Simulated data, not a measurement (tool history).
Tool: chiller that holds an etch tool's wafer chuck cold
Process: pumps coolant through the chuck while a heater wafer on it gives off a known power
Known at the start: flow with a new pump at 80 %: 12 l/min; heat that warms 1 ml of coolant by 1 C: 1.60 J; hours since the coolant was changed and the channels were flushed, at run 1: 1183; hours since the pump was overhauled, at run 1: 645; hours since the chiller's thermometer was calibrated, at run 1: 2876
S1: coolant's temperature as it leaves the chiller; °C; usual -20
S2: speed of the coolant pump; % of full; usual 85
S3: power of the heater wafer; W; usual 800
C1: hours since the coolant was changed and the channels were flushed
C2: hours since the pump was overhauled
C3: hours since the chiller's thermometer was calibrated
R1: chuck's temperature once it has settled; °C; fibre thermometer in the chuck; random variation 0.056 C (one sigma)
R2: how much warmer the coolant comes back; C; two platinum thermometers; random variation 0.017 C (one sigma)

run,day,S1,S2,S3,C1,C2,C3,R1,R2
1,0.000,-20,85,800,1183,645,2876,-14.12,2.33
2,1.171,-20,85,1032,1211,673,2904,-12.53,3.02
3,2.650,-20,85,1032,1246,708,2939,-12.44,3.02
4,4.212,-20,85,1032,1284,746,2977,-12.51,3.01
5,6.212,-20,85,1032,1332,794,3025,-12.50,3.02
6,7.592,-20,67,800,1365,827,3058,-12.70,3.03
7,9.621,-20,85,800,1414,876,3107,-14.24,2.35
8,10.892,-20,85,800,1444,906,3137,-14.10,2.34
9,12.150,-20,85,547,1474,936,3167,-16.02,1.63
10,13.538,-20,85,547,1508,970,3201,-15.99,1.64
11,15.679,-20,85,547,1559,1021,3252,-16.14,1.60
12,18.383,-20,85,547,1624,1086,3317,-16.14,1.62
13,20.850,-20,85,800,1683,1145,3376,-14.23,2.34
14,22.546,-20,85,790,1724,1186,3417,-14.46,2.30
15,24.683,-20,85,800,1775,1237,3468,-14.34,2.37
16,27.179,-20,85,800,1835,1297,3528,-14.27,2.33
17,28.600,-12,64,800,1869,1331,3562,-4.59,3.18

Run 18 comes next. What will it give?
18,29.850,-27,85,933,1899,1361,3592,?,?

Run 18 gave R1 -20.35 °C, R2 2.74 C.
Without the tool's hidden state the same run would have given R1 -20.15 °C, R2 2.74 C.
